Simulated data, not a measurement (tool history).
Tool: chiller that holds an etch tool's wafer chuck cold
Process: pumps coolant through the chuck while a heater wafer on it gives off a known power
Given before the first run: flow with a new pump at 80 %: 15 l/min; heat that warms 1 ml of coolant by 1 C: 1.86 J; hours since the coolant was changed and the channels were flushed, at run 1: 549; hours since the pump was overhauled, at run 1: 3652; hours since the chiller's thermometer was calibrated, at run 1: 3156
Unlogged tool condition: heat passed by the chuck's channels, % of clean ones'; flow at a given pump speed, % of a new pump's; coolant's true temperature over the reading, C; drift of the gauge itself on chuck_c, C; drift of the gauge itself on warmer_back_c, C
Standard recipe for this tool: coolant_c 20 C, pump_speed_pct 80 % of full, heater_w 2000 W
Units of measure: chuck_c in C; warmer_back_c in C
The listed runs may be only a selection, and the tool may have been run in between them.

| run | hour | coolant_c | pump_speed_pct | heater_w | hours since the coolant was changed and the channels were flushed | hours since the pump was overhauled | hours since the chiller's thermometer was calibrated | chuck_c | warmer_back_c |
|---|---|---|---|---|---|---|---|---|---|
| 1 | 0.0 | 20 | 80 | 2000 | 549 | 3652 | 3156 | 35.1 | 4.47 |
| 2 | 56.7 | 20 | 95 | 2000 | 605 | 3709 | 3213 | 33.0 | 3.77 |
| 3 | 117.6 | 20 | 95 | 2000 | 666 | 3770 | 3273 | 33.3 | 3.81 |
| 4 | 207.6 | 20 | 95 | 2000 | 756 | 3860 | 3363 | 33.2 | 3.74 |
| 5 | 259.4 | 20 | 80 | 2000 | 808 | 3912 | 3415 | 35.1 | 4.48 |
| 6 | 296.7 | 20 | 80 | 2000 | 845 | 3949 | 3453 | 35.1 | 4.52 |
| 7 | 371.9 | 12 | 80 | 2000 | 921 | 4024 | 3528 | 27.2 | 4.45 |
|  | 383.5 | coolant pump overhauled |
|  | 384.5 | chiller's thermometer calibrated |
| 8 | 449.6 | 20 | 80 | 1957 | 992 | 65 | 65 | 34.9 | 4.45 |
| 9 | 508.8 | 20 | 80 | 2000 | 1051 | 124 | 124 | 35.1 | 4.55 |
|  | 591.4 | coolant pump overhauled, once more |
| 10 | 602.9 | 20 | 80 | 2000 | 1141 | 12 | 213 | 34.6 | 4.27 |
| 11 | 664.6 | 27 | 64 | 1613 | 1202 | 73 | 275 | 41.1 | 4.32 |
| 12 | 705.7 | 11 | 69 | 1882 | 1243 | 114 | 316 | 26.4 | 4.62 |
| 13 | 797.0 | 11 | 69 | 1882 | 1335 | 206 | 408 | 26.4 | 4.63 |
| 14 | 878.0 | 16 | 100 | 1178 | 1416 | 287 | 489 | 23.3 | 2.10 |
| 15 | 969.2 | 16 | 100 | 1178 | 1507 | 378 | 580 | 23.3 | 2.06 |
| 16 | 1028.6 | 21 | 100 | 1766 | 1566 | 437 | 639 | 31.7 | 3.05 |
| 17 | 1119.8 | 21 | 100 | 1766 | 1657 | 528 | 730 | 31.9 | 3.04 |
| 18 | 1181.1 | 21 | 100 | 1766 | 1719 | 590 | 792 | 31.8 | 3.08 |
| 19 | 1273.4 | 17 | 97 | 2519 | 1811 | 682 | 884 | 33.2 | 4.48 |
| 20 | 1354.8 | 21 | 92 | 2675 | 1892 | 763 | 965 | 38.6 | 5.05 |

Consider 4 possible next runs. They are alternatives, not a sequence: every one starts from the tool as it was left by run 20. What does each give?
| A | 1427.5 | 21 | 78 | 1369 | 1965 | 836 | 1038 | ? | ? |
| B | 1427.5 | 20 | 80 | 1120 | 1965 | 836 | 1038 | ? | ? |
| C | 1427.5 | 21 | 76 | 2675 | 1965 | 836 | 1038 | ? | ? |
| D | 1427.5 | 21 | 92 | 1581 | 1965 | 836 | 1038 | ? | ? |

| run | chuck_c | warmer_back_c |
|---|---|---|
| A | 31.5 | 2.99 |
| B | 28.4 | 2.40 |
| C | 41.9 | 6.09 |
| D | 31.8 | 2.94 |
The same runs, with their run-to-run variation unchanged, on a tool lacking any hidden condition would have given:
| run | chuck_c | warmer_back_c |
|---|---|---|
| A | 30.9 | 2.97 |
| B | 27.8 | 2.38 |
| C | 40.9 | 6.06 |
| D | 31.2 | 2.92 |

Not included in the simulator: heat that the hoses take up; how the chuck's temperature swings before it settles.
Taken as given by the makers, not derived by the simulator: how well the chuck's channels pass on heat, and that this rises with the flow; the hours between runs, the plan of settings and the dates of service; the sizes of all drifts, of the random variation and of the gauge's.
